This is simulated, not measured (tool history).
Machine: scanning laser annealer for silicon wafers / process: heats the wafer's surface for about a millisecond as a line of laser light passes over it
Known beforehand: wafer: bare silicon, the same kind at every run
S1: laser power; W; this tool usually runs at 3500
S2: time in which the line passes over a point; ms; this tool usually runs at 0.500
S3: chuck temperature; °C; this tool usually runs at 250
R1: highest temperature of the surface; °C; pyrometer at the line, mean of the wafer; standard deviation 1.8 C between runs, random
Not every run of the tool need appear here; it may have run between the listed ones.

| run | hour | S1 | S2 | S3 | R1 |
|---|---|---|---|---|---|
| 1 | 0.0 | 3500 | 0.500 | 250 | 968 |
| 2 | 6.4 | 3500 | 0.500 | 250 | 968 |
| 3 | 12.9 | 3500 | 0.500 | 250 | 965 |
| 4 | 17.6 | 3500 | 0.500 | 231 | 950 |
| 5 | 22.4 | 3500 | 0.500 | 250 | 967 |
| 6 | 30.2 | 3500 | 0.500 | 250 | 968 |
| 7 | 37.4 | 3500 | 0.500 | 250 | 969 |
| 8 | 47.8 | 3476 | 0.500 | 250 | 962 |
| 9 | 57.7 | 3476 | 0.500 | 250 | 961 |
| 10 | 66.0 | 3476 | 0.500 | 250 | 961 |
| 11 | 70.7 | 3476 | 0.500 | 250 | 960 |
| 12 | 78.4 | 3476 | 0.500 | 250 | 962 |
| 13 | 86.6 | 3476 | 0.500 | 250 | 961 |
| 14 | 94.3 | 3725 | 0.598 | 241 | 1083 |
| 15 | 102.7 | 2981 | 0.502 | 232 | 826 |
| 16 | 111.8 | 3536 | 0.500 | 250 | 979 |
| 17 | 122.0 | 3536 | 0.500 | 250 | 976 |
| 18 | 130.5 | 3536 | 0.500 | 250 | 975 |
| 19 | 136.3 | 3156 | 0.565 | 222 | 896 |
| 20 | 140.8 | 3464 | 0.500 | 252 | 962 |
| 21 | 146.6 | 3464 | 0.500 | 243 | 955 |
| 22 | 156.8 | 3464 | 0.500 | 243 | 953 |

Each row is a separate what-if for the run after 22, all from the same tool condition, not one after another. Results?
| A | 162.9 | 3625 | 0.500 | 242 | ? |
| B | 162.9 | 3500 | 0.462 | 250 | ? |
| C | 162.9 | 3729 | 0.389 | 250 | ? |

| run | R1 |
|---|---|
| A | 989 |
| B | 941 |
| C | 932 |
Without the tool's hidden state the same runs would have given:
| run | R1 |
|---|---|
| A | 990 |
| B | 942 |
| C | 933 |
